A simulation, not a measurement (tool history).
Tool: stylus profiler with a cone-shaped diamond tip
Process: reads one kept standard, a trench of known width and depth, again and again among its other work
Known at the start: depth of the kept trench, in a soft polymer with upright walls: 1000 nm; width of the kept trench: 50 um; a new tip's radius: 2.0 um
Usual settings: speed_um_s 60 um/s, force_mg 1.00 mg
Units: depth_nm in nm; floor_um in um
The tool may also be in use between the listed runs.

Run 1, hour 0.0: usual settings. Result: depth_nm 1007.64 nm, floor_um 45.90 um.
Run 2, hour 52.3: usual settings. Result: depth_nm 1007.79 nm, floor_um 45.96 um.
Run 3, hour 85.2: usual settings but force_mg 2.33 mg. Result: depth_nm 1013.31 nm, floor_um 46.22 um.
Run 4, hour 137.1: usual settings but force_mg 2.18 mg. Result: depth_nm 1012.75 nm, floor_um 46.11 um.
Run 5, hour 168.8: usual settings. Result: depth_nm 1007.69 nm, floor_um 45.93 um.
Run 6, hour 218.8: usual settings but speed_um_s 37 um/s. Result: depth_nm 1007.45 nm, floor_um 46.17 um.
Run 7, hour 256.4: usual settings but speed_um_s 37 um/s. Result: depth_nm 1007.82 nm, floor_um 46.17 um.
Run 8, hour 285.9: usual settings but speed_um_s 128 um/s. Result: depth_nm 1007.61 nm, floor_um 45.32 um.
Run 9, hour 311.1: usual settings but speed_um_s 128 um/s. Result: depth_nm 1007.57 nm, floor_um 45.31 um.
Run 10, hour 350.9: usual settings but speed_um_s 128 um/s. Result: depth_nm 1007.81 nm, floor_um 45.29 um.
Run 11, hour 382.8: usual settings but speed_um_s 128 um/s. Result: depth_nm 1007.69 nm, floor_um 45.32 um.
Run 12, hour 406.5: usual settings but speed_um_s 128 um/s. Result: depth_nm 1007.69 nm, floor_um 45.27 um.
Run 13, hour 452.3: usual settings but speed_um_s 128 um/s. Result: depth_nm 1007.56 nm, floor_um 45.21 um.
Run 14, hour 493.9: usual settings but speed_um_s 128 um/s. Result: depth_nm 1007.55 nm, floor_um 45.25 um.
Run 15, hour 545.0: usual settings but force_mg 0.49 mg. Result: depth_nm 1004.60 nm, floor_um 45.67 um.
Run 16, hour 567.8: usual settings. Result: depth_nm 1007.91 nm, floor_um 45.90 um.
Run 17, hour 609.2: usual settings but force_mg 0.55 mg. Result: depth_nm 1005.14 nm, floor_um 45.67 um.
Run 18, hour 644.7: usual settings but speed_um_s 74 um/s. Result: depth_nm 1007.72 nm, floor_um 45.80 um.
Run 19, hour 690.5: usual settings but speed_um_s 74 um/s. Result: depth_nm 1007.63 nm, floor_um 45.82 um.
Run 20, hour 713.9: usual settings but force_mg 0.64 mg. Result: depth_nm 1005.84 nm, floor_um 45.82 um.
Run 21, hour 742.9: usual settings but force_mg 0.64 mg. Result: depth_nm 1005.58 nm, floor_um 45.75 um.
Run 22, hour 767.7: usual settings but force_mg 0.64 mg. Result: depth_nm 1005.64 nm, floor_um 45.76 um.
Run 23, hour 789.6: usual settings but force_mg 0.64 mg. Result: depth_nm 1005.56 nm, floor_um 45.81 um.
Run 24, hour 838.9: usual settings but speed_um_s 29 um/s, force_mg 2.66 mg. Result: depth_nm 1015.09 nm, floor_um 46.34 um.
Run 25, hour 885.2: usual settings but speed_um_s 80 um/s, force_mg 0.59 mg. Result: depth_nm 1005.14 nm, floor_um 45.49 um.
Run 26, hour 913.6: usual settings but speed_um_s 28 um/s, force_mg 2.10 mg. Result: depth_nm 1012.29 nm, floor_um 46.31 um.
Run 27, hour 960.0: usual settings but speed_um_s 236 um/s, force_mg 1.24 mg. Result: depth_nm 1008.98 nm, floor_um 44.53 um.
Run 28, hour 1004.7: usual settings but speed_um_s 105 um/s, force_mg 0.35 mg. Result: depth_nm 1004.02 nm, floor_um 44.81 um.
Run 29, hour 1033.4: usual settings but speed_um_s 58 um/s, force_mg 0.40 mg. Result: depth_nm 1003.99 nm, floor_um 45.65 um.
Run 30, hour 1075.6: usual settings but speed_um_s 58 um/s, force_mg 0.40 mg. Result: depth_nm 1004.03 nm, floor_um 45.62 um.
Run 31, hour 1099.4: usual settings but speed_um_s 81 um/s, force_mg 0.40 mg. Result: depth_nm 1004.40 nm, floor_um 45.25 um.
Run 32, hour 1146.9: usual settings but speed_um_s 81 um/s, force_mg 0.40 mg. Result: depth_nm 1004.33 nm, floor_um 45.30 um.
Run 33, hour 1178.6: usual settings but speed_um_s 55 um/s, force_mg 0.55 mg. Result: depth_nm 1005.17 nm, floor_um 45.80 um.
Run 34, hour 1203.9: usual settings but speed_um_s 55 um/s, force_mg 0.55 mg. Result: depth_nm 1005.01 nm, floor_um 45.77 um.
Run 35, hour 1234.7: usual settings but speed_um_s 25 um/s, force_mg 2.68 mg. Result: depth_nm 1014.36 nm, floor_um 46.34 um.
Run 36, hour 1274.5: usual settings but speed_um_s 25 um/s, force_mg 2.68 mg. Result: depth_nm 1014.97 nm, floor_um 46.35 um.
Run 37, hour 1305.9: usual settings. Result: depth_nm 1007.72 nm, floor_um 45.92 um.
Run 38, hour 1354.8: usual settings. Result: depth_nm 1007.70 nm, floor_um 45.89 um.
Run 39, hour 1380.5: usual settings but speed_um_s 54 um/s. Result: depth_nm 1007.93 nm, floor_um 45.98 um.
Run 40, hour 1430.7: usual settings but force_mg 2.57 mg. Result: depth_nm 1014.42 nm, floor_um 46.13 um.
Run 41, hour 1470.1: usual settings but speed_um_s 24 um/s, force_mg 0.72 mg. Result: depth_nm 1006.19 nm, floor_um 46.22 um.
Run 42, hour 1504.0: usual settings but speed_um_s 211 um/s, force_mg 2.25 mg. Result: depth_nm 1012.85 nm, floor_um 45.10 um.
At hour 1534.6: new tip fitted, height scale calibrated.
Run 43, hour 1535.6: usual settings but force_mg 1.16 mg. Result: depth_nm 1008.30 nm, floor_um 46.04 um.

4 ways to go on from here, each from the tool as it stands after run 43. What would each give?
Run A, hour 1564.8: usual settings but speed_um_s 159 um/s. Result: depth_nm ?, floor_um ?.
Run B, hour 1564.8: usual settings but speed_um_s 236 um/s, force_mg 0.59 mg. Result: depth_nm ?, floor_um ?.
Run C, hour 1564.8: usual settings but speed_um_s 108 um/s, force_mg 2.91 mg. Result: depth_nm ?, floor_um ?.
Run D, hour 1564.8: usual settings but speed_um_s 111 um/s. Result: depth_nm ?, floor_um ?.

run  depth_nm  floor_um
  A   1007.53     44.95
  B   1005.55     43.59
  C   1015.32     45.87
  D   1007.74     45.45
Without the tool's hidden state the same runs would have given:
run  depth_nm  floor_um
  A   1007.53     44.95
  B   1005.55     43.59
  C   1015.31     45.87
  D   1007.74     45.45
